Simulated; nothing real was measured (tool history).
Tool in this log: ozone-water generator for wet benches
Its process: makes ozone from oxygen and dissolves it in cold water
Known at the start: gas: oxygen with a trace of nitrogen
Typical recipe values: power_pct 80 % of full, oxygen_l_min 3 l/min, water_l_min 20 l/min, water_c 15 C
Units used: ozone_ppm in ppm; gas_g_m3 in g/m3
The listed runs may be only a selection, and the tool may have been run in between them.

run,hour,power_pct,oxygen_l_min,water_l_min,water_c,ozone_ppm,gas_g_m3
1,0,80,3,20,15,19.1,236.9
2,25.5,80,3,20,15,18.9,234.8
3,46.4,80,3,20,15,19.4,237.5
4,76.3,80,3,20,15,18.8,235.2
5,115.9,80,3,20,15,18.9,236.6
6,139.6,80,2.19,20,15,18,279.7
7,163.2,80,2.19,20,15,17.7,279
8,193.4,80,2.19,20,15,17.8,279.5
9,220.3,80,1.65,20,15,16.5,327.4
10,257.7,80,1.65,20,15,16.8,325.6
11,293.6,80,1.65,20,15,16.5,329
12,314.5,70,3,20,15,17.5,217.6
13,348.8,80,3.11,20,15,19.1,227.2
14,374.9,80,3,20,11,19.4,233.5
15,395.1,80,3,20,11,19.5,232.8
16,413.1,80,3,20,15,18.8,233.9
17,441.8,85,2.45,16,15,23.2,269.7
18,469.8,80,3.23,15,15,24.4,224.3
19,495.9,80,3.23,16,16,22.9,223
20,524,80,3,14,15,25.5,233
21,565.8,93,3,13,15,29.8,251.7
22,588.5,93,3,13,15,29.5,251.3
23,622.1,80,2.96,13,15,27.6,234
24,659.7,80,3.92,20,15,19.3,201.9
25,677.6,80,2.7,23,15,15.9,245.7
26,708.4,98,2.62,24,15,16.8,278.5
27,740.7,80,3,20,11,19.5,232.5
28,762.5,58,3,20,21,14.5,194.3
29,783.1,58,1.59,20,9,14.1,274.7
30,817.1,58,1.59,20,9,14.2,272.7
31,835.1,58,1.59,20,9,14,276.3
32,870.7,80,1.96,20,15,17.1,295

Measured less the same run without the tool's hidden state. The same run-to-run variation is in both; the gauge's scatter may not be:
Hidden conditions of the tool in this case: yield of the discharge, % of new electrodes'; contactor's efficiency, % of a clean one's; true water temperature over the reading, C; drift of the gauge itself on ozone_ppm, %; drift of the gauge itself on gas_g_m3, %.
run,ozone_ppm,gas_g_m3
1,-1.2,-10.6
2,-1.2,-10.7
3,-1.2,-10.9
4,-1.3,-11.1
5,-1.3,-11.4
6,-1.2,-13.6
7,-1.2,-13.7
8,-1.2,-14
9,-1.1,-16.6
10,-1.2,-16.9
11,-1.2,-17.4
12,-1.2,-10.8
13,-1.4,-12.3
14,-1.5,-12.9
15,-1.5,-13
16,-1.4,-13.1
17,-1.8,-15.8
18,-1.8,-12.9
19,-1.8,-13
20,-2,-13.7
21,-2.5,-16.4
22,-2.4,-16.6
23,-2.1,-14.5
24,-1.7,-12.7
25,-1.4,-15.6
26,-1.6,-19.9
27,-1.7,-15.2
28,-1.1,-10.6
29,-1.1,-15.1
30,-1.1,-15.3
31,-1.1,-15.6
32,-1.6,-20.3

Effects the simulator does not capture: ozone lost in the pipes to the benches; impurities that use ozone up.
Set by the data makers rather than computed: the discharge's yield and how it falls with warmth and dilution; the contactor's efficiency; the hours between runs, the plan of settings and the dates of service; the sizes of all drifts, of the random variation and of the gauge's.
